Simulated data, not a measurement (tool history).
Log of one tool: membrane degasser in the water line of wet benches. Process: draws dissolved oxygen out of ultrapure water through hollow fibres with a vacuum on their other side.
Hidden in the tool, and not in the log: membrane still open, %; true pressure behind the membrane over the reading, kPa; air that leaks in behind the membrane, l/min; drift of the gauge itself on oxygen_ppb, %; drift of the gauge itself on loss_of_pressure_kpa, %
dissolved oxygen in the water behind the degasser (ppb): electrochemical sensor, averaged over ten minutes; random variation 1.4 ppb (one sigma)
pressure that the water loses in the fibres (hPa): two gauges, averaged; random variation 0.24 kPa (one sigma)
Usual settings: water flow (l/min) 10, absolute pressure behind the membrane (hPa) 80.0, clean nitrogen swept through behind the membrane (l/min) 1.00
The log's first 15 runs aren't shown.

run	hour	water flow (l/min)	absolute pressure behind the membrane (hPa)	clean nitrogen swept through behind the membrane (l/min)	hours since the membrane was changed	hours since the vacuum gauge was calibrated	hours since the vacuum lines were made tight	dissolved oxygen in the water behind the degasser (ppb)	pressure that the water loses in the fibres (hPa)
16	725.6	10	80.0	1.00	1970	3037	563	133.9	641.0
17	770.8	10	80.0	1.00	2015	3082	608	136.3	642.5
18	814.0	10	109.9	1.00	2058	3125	651	203.0	648.3
19	878.7	13	64.2	2.78	2123	3190	716	92.2	842.0
20	917.7	14	80.0	0.58	2162	3229	755	316.5	899.0
21	956.7	14	80.0	0.58	2201	3268	794	313.0	904.7
22	990.4	6	130.0	0.66	2235	3302	828	210.6	389.2
23	1028.7	10	104.4	2.22	2273	3340	866	103.0	651.2
24	1056.7	10	104.4	2.22	2301	3368	894	101.8	650.0
25	1094.7	11	68.2	0.58	2339	3406	932	183.8	713.6
26	1139.8	7	80.0	1.00	2384	3451	977	85.4	456.7
27	1192.4	9	140.3	1.09	2437	3504	1030	226.0	583.4
28	1246.5	10	181.3	2.06	2491	3558	1084	197.1	651.1
29	1295.8	11	178.7	1.57	2540	3607	1133	274.1	725.6
30	1347.1	16	190.3	1.51	2591	3658	1184	475.5	1044.4
31	1394.5	14	66.5	0.87	2639	3706	1232	189.4	923.6

3 ways to go on from here, each from the tool as it stands after run 31. What would each give?
A	1460.5	8	195.5	0.63	2705	3772	1298	?	?
B	1460.5	10	56.6	0.59	2705	3772	1298	?	?
C	1460.5	10	63.8	0.87	2705	3772	1298	?	?

run	dissolved oxygen in the water behind the degasser (ppb)	pressure that the water loses in the fibres (hPa)
A	476.8	528.3
B	115.4	658.4
C	108.4	657.2
Without the tool's hidden state the same runs would have given:
run	dissolved oxygen in the water behind the degasser (ppb)	pressure that the water loses in the fibres (hPa)
A	476.6	513.4
B	115.2	639.8
C	108.3	638.6

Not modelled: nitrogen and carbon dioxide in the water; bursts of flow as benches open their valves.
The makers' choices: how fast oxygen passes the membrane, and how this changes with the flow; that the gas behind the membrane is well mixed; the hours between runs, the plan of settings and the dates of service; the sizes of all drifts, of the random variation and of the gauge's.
